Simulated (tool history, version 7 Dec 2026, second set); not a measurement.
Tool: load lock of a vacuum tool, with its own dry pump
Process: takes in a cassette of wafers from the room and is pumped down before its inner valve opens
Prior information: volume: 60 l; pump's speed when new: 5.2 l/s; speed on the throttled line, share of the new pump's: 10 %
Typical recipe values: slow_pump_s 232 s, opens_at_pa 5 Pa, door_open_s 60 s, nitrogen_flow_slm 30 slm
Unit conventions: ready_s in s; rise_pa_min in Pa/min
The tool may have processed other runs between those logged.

| run | hour | slow_pump_s | opens_at_pa | door_open_s | nitrogen_flow_slm | incoming humidity of the room's air, % | ready_s | rise_pa_min |
|---|---|---|---|---|---|---|---|---|
| 1 | 0 | 232 | 5 | 60 | 30 | 44 | 333.4 | 0.098 |
| 2 | 278.1 | 232 | 5 | 60 | 30 | 44.7 | 339.8 | 0.1 |
| 3 | 468.8 | 232 | 5 | 60 | 30 | 42.5 | 335.4 | 0.105 |
| 4 | 627.1 | 232 | 5 | 60 | 30 | 44.4 | 332.9 | 0.106 |
| 5 | 892.8 | 232 | 5 | 60 | 30 | 45.4 | 334.2 | 0.11 |
| 6 | 1189.6 | 232 | 5 | 60 | 30 | 43.3 | 335.5 | 0.121 |
| 7 | 1323.1 | 232 | 5 | 127 | 30 | 45.9 | 338.1 | 0.129 |
| 8 | 1496.5 | 232 | 5 | 127 | 30 | 47.9 | 337.7 | 0.132 |
| 9 | 1791.5 | 232 | 5 | 60 | 5 | 46.1 | 336.8 | 0.142 |
| 10 | 2046.8 | 232 | 5 | 71 | 29 | 47.2 | 336.7 | 0.134 |

Forecast each of these 4 alternatives for the next run:
| A | 2238.8 | 326 | 5 | 60 | 30 | 45.6 | ? | ? |
| B | 2238.8 | 244 | 5 | 206 | 30 | 42.5 | ? | ? |
| C | 2238.8 | 120 | 5 | 60 | 30 | 46.2 | ? | ? |
| D | 2238.8 | 232 | 6 | 71 | 31 | 44 | ? | ? |

| run | ready_s | rise_pa_min |
|---|---|---|
| A | 425.7 | 0.139 |
| B | 349.6 | 0.149 |
| C | 241.1 | 0.13 |
| D | 334.7 | 0.142 |
With no hidden state in the tool, these same runs would have given:
| run | ready_s | rise_pa_min |
|---|---|---|
| A | 413.6 | 0.027 |
| B | 336.3 | 0.04 |
| C | 225.9 | 0.017 |
| D | 321.8 | 0.027 |
